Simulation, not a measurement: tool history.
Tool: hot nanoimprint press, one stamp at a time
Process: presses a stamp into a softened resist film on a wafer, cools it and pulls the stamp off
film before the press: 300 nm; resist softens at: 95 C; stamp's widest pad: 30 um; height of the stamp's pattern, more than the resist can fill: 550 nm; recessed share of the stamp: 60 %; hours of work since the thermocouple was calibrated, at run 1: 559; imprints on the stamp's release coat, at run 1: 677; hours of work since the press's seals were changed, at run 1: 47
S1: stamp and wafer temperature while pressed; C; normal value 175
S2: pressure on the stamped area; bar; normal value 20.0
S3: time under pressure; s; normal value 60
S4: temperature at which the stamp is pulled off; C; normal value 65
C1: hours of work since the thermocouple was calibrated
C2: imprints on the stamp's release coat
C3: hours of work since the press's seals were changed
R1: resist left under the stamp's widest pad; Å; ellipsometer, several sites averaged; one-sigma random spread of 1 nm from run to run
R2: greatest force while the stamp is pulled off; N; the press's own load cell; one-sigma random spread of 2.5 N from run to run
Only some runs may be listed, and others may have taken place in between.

run     day   S1    S2   S3  S4   C1    C2   C3    R1   R2
  1   0.000  175  20.0   60  65  559   677   47  1649  171
      0.433  -- plate thermocouple calibrated
  2   1.238  175  20.0   60  65   10   748   62  1552  164
  3   2.317  175  25.3   60  65   24   816   75  1371  163
  4   3.604  175  25.3   60  65   41   898   92  1393  162
  5   4.404  175  20.0   60  65   51   948  102  1539  165
  6   5.038  175  20.0   60  65   59   988  110  1532  165
  7   5.792  175  20.0   60  66   69  1036  120  1554  163
  8   6.692  175  20.0   60  66   80  1093  131  1562  161
      7.650  -- stamp cleaned and given a new release coat
  9   7.650  175  20.0   60  66   89     0  141  1552  150
 10   8.775  175  20.0   60  66  104    71  155  1565  151
 11  10.054  169  20.0   60  65  120   152  171  1837  155
 12  11.092  175  20.0   60  65  133   218  185  1566  157
 13  12.338  175  20.0   72  65  149   297  201  1492  158
 14  13.225  175  20.0   72  65  161   353  212  1477  161
 15  13.796  175  20.0   72  65  168   389  219  1474  164
 16  14.521  175  15.4   72  65  177   435  229  1639  159
 17  15.462  175  15.0   60  50  189   494  241  1767  221
 18  16.783  175  15.0   60  50  206   578  258  1777  230
 19  17.521  175  20.0   78  51  216   625  267  1430  224
 20  18.792  175  31.8   60  67  232   705  283  1292  158
 21  20.017  179  14.0  118  61  248   783  299  1322  181
 22  20.971  179  12.1   66  61  260   843  311  1695  185
 23  21.842  179  12.1   66  61  271   898  322  1688  180
 24  22.896  179  14.7   66  54  285   965  336  1589  222
 25  24.188  179  14.7   66  54  301  1047  352  1580  216
 26  25.129  175  20.0   69  65  313  1106  365  1530  177
     25.854  -- stamp cleaned and given a new release coat
 27  26.246  175  20.0   69  65  324    24  376  1521  160
 28  27.496  170  20.0   69  65  340   103  392  1760  156
 29  28.283  167  29.3   38  60  350   153  402  1973  176

Here are 4 independent what-if runs from the current tool condition. What would each one return?
  A  29.625  173  20.0   60  65  368  238  419   ?   ?
  B  29.625  169  20.0   98  65  368  238  419   ?   ?
  C  29.625  175  20.0   39  55  368  238  419   ?   ?
  D  29.625  167  27.5  104  60  368  238  419   ?   ?

run    R1   R2
  A  1718  165
  B  1613  159
  C  1865  204
  D  1481  180
What these runs would have given with no unlogged condition in the tool:
run    R1   R2
  A  1651  156
  B  1545  151
  C  1799  194
  D  1410  171

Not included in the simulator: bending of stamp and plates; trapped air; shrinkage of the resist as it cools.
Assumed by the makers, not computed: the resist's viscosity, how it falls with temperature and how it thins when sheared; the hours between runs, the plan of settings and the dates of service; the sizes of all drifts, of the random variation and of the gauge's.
